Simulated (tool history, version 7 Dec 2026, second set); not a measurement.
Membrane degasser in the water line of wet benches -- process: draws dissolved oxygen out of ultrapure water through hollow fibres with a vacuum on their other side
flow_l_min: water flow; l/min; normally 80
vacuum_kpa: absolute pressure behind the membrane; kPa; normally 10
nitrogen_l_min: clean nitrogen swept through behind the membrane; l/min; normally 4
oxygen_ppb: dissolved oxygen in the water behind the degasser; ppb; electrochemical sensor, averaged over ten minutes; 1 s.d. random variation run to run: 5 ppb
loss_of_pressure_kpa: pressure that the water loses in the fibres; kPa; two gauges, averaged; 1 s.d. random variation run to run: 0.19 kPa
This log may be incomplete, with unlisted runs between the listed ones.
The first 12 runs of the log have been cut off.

Run 13, hour 529: usual settings. Result: oxygen_ppb 495.3 ppb, loss_of_pressure_kpa 38.78 kPa.
At hour 590.6: vacuum gauge calibrated.
Run 14, hour 590.8: usual settings. Result: oxygen_ppb 502.6 ppb, loss_of_pressure_kpa 38.46 kPa.
Run 15, hour 633.9: usual settings. Result: oxygen_ppb 497.4 ppb, loss_of_pressure_kpa 38.63 kPa.
Run 16, hour 682: usual settings. Result: oxygen_ppb 502.4 ppb, loss_of_pressure_kpa 38.93 kPa.
Run 17, hour 743.6: usual settings but flow_l_min 100 l/min, vacuum_kpa 23 kPa, nitrogen_l_min 3.1 l/min. Result: oxygen_ppb 1478.4 ppb, loss_of_pressure_kpa 48.88 kPa.
Run 18, hour 797.6: usual settings but flow_l_min 58 l/min, vacuum_kpa 9.8 kPa, nitrogen_l_min 3.1 l/min. Result: oxygen_ppb 337.7 ppb, loss_of_pressure_kpa 28.31 kPa.
Run 19, hour 852.6: usual settings but nitrogen_l_min 4.62 l/min. Result: oxygen_ppb 462.5 ppb, loss_of_pressure_kpa 38.79 kPa.
Run 20, hour 885.4: usual settings but nitrogen_l_min 4.62 l/min. Result: oxygen_ppb 467.4 ppb, loss_of_pressure_kpa 39.2 kPa.
Run 21, hour 948.8: usual settings but flow_l_min 57 l/min, vacuum_kpa 12.2 kPa, nitrogen_l_min 2.71 l/min. Result: oxygen_ppb 452.8 ppb, loss_of_pressure_kpa 28.18 kPa.
Run 22, hour 1004.1: usual settings but flow_l_min 57 l/min, vacuum_kpa 12.2 kPa, nitrogen_l_min 2.62 l/min. Result: oxygen_ppb 466.2 ppb, loss_of_pressure_kpa 28.24 kPa.
Run 23, hour 1057.1: usual settings but nitrogen_l_min 5.15 l/min. Result: oxygen_ppb 441.6 ppb, loss_of_pressure_kpa 39.49 kPa.
At hour 1073.6: gauge calibrated.
Run 24, hour 1083.2: usual settings but flow_l_min 127 l/min, nitrogen_l_min 1.73 l/min. Result: oxygen_ppb 1405.6 ppb, loss_of_pressure_kpa 60.55 kPa.
Run 25, hour 1140.9: usual settings but flow_l_min 74 l/min, vacuum_kpa 14.8 kPa, nitrogen_l_min 5.27 l/min. Result: oxygen_ppb 518 ppb, loss_of_pressure_kpa 35.25 kPa.
Run 26, hour 1184: usual settings but vacuum_kpa 23.6 kPa, nitrogen_l_min 5.43 l/min. Result: oxygen_ppb 826.7 ppb, loss_of_pressure_kpa 38.34 kPa.
Run 27, hour 1236.4: usual settings but vacuum_kpa 23.6 kPa, nitrogen_l_min 5.43 l/min. Result: oxygen_ppb 837.2 ppb, loss_of_pressure_kpa 38.58 kPa.
Run 28, hour 1275.8: usual settings but flow_l_min 53 l/min, vacuum_kpa 10.3 kPa. Result: oxygen_ppb 253.6 ppb, loss_of_pressure_kpa 25.61 kPa.
Run 29, hour 1323.1: usual settings but flow_l_min 64 l/min, vacuum_kpa 6.1 kPa. Result: oxygen_ppb 198.7 ppb, loss_of_pressure_kpa 30.74 kPa.
Run 30, hour 1350.2: usual settings but vacuum_kpa 8.5 kPa, nitrogen_l_min 2.61 l/min. Result: oxygen_ppb 529.8 ppb, loss_of_pressure_kpa 38.49 kPa.

Run 31 has not been measured yet. What should we expect?
Run 31, hour 1384.4: usual settings but flow_l_min 104 l/min, vacuum_kpa 10.9 kPa, nitrogen_l_min 2.61 l/min. Result: oxygen_ppb ?, loss_of_pressure_kpa ?.

oxygen_ppb: 992.7 ppb
loss_of_pressure_kpa: 50.06 kPa
Take away the tool's hidden state, keep the run-to-run variation as it was, and the same run would have given oxygen_ppb 991.8 ppb, loss_of_pressure_kpa 49.62 kPa.
